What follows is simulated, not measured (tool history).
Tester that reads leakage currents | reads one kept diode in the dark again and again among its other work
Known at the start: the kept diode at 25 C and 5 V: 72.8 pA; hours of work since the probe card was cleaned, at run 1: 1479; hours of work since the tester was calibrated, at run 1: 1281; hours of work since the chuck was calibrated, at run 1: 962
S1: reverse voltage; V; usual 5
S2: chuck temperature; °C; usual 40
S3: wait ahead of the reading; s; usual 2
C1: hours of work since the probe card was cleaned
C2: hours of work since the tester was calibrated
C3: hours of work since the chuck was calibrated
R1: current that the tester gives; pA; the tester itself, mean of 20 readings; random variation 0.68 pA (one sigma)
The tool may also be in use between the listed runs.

run 1 day=0 | S1=5 S2=40 S3=2 | C1=1479 C2=1281 C3=962 | R1=211.12
run 2 day=9.179 | S1=5 S2=40 S3=2 | C1=1576 C2=1378 C3=1060 | R1=209.04
run 3 day=19.942 | S1=5 S2=40 S3=2 | C1=1690 C2=1492 C3=1174 | R1=208.81
run 4 day=24.917 | S1=5 S2=40 S3=2 | C1=1743 C2=1545 C3=1226 | R1=206.67
-- day=29.392 chuck's temperature calibrated
run 5 day=33.638 | S1=5 S2=40 S3=2 | C1=1834 C2=1636 C3=45 | R1=226.87
run 6 day=43.921 | S1=5 S2=40 S3=2 | C1=1943 C2=1745 C3=154 | R1=224.76
run 7 day=48.683 | S1=5 S2=40 S3=2 | C1=1994 C2=1796 C3=204 | R1=224.15
run 8 day=59.308 | S1=5 S2=40 S3=2 | C1=2106 C2=1908 C3=317 | R1=222.73
run 9 day=63.879 | S1=5 S2=40 S3=2 | C1=2155 C2=1957 C3=365 | R1=222.85
run 10 day=71.575 | S1=5 S2=40 S3=2 | C1=2236 C2=2038 C3=447 | R1=220.13
run 11 day=78.95 | S1=5 S2=40 S3=2 | C1=2314 C2=2116 C3=525 | R1=218.53
run 12 day=84.346 | S1=5 S2=40 S3=2 | C1=2371 C2=2173 C3=582 | R1=218.2
run 13 day=91.679 | S1=5 S2=42 S3=2 | C1=2449 C2=2251 C3=660 | R1=249.26
run 14 day=96.108 | S1=5 S2=42 S3=2 | C1=2496 C2=2298 C3=706 | R1=249.46
run 15 day=100.779 | S1=5 S2=42 S3=2 | C1=2545 C2=2347 C3=756 | R1=247.9
run 16 day=106.975 | S1=5 S2=42 S3=2 | C1=2611 C2=2413 C3=821 | R1=247.84
run 17 day=117.05 | S1=6.36 S2=53 S3=6.44 | C1=2718 C2=2520 C3=928 | R1=551.02
run 18 day=125.9 | S1=6.36 S2=53 S3=6.44 | C1=2811 C2=2613 C3=1022 | R1=548.14
-- day=126.496 probe card cleaned and baked
run 19 day=135.912 | S1=6.36 S2=53 S3=6.44 | C1=100 C2=2718 C3=1127 | R1=547.64
run 20 day=142.325 | S1=6.36 S2=53 S3=6.44 | C1=168 C2=2786 C3=1194 | R1=542.47
run 21 day=146.988 | S1=6.36 S2=53 S3=6.44 | C1=217 C2=2835 C3=1244 | R1=541.66
-- day=150.112 chuck's temperature calibrated
run 22 day=157.133 | S1=6.36 S2=53 S3=6.44 | C1=324 C2=2942 C3=74 | R1=588.96
run 23 day=163.712 | S1=7.43 S2=35 S3=0.43 | C1=393 C2=3011 C3=144 | R1=190.59
run 24 day=168.867 | S1=5 S2=24 S3=2 | C1=448 C2=3066 C3=199 | R1=74.39
run 25 day=178.042 | S1=1.5 S2=33 S3=9.36 | C1=545 C2=3163 C3=296 | R1=92.57
-- day=186.154 probe card cleaned and baked, once more
run 26 day=188.538 | S1=18.57 S2=54 S3=1.5 | C1=25 C2=3273 C3=405 | R1=843.6
run 27 day=198.225 | S1=1.41 S2=54 S3=0.57 | C1=128 C2=3375 C3=508 | R1=381.14
run 28 day=204.788 | S1=6.41 S2=21 S3=8.64 | C1=197 C2=3445 C3=578 | R1=54.75

Measured less the same run without the tool's hidden state. The same run-to-run variation is in both; the gauge's scatter may not be:
The hidden state here: stray current of the dirty probe card, pA a volt; current scale over the true one, %; true chuck temperature over the reading, C; drift of the gauge itself on leakage_pa, %.
run=1 R1=-14.19
run=2 R1=-15.53
run=3 R1=-17.3
run=4 R1=-17.97
run=5 R1=+2
run=6 R1=+0.14
run=7 R1=-0.72
run=8 R1=-2.43
run=9 R1=-3.27
run=10 R1=-4.55
run=11 R1=-5.83
run=12 R1=-6.7
run=13 R1=-9.64
run=14 R1=-10.55
run=15 R1=-11.41
run=16 R1=-12.66
run=17 R1=-35.12
run=18 R1=-38.61
run=19 R1=-40
run=20 R1=-42.44
run=21 R1=-44.58
run=22 R1=+4.44
run=23 R1=+8.8
run=24 R1=+6.46
run=25 R1=-0.21
run=26 R1=-29.1
run=27 R1=-16.25
run=28 R1=-2.62

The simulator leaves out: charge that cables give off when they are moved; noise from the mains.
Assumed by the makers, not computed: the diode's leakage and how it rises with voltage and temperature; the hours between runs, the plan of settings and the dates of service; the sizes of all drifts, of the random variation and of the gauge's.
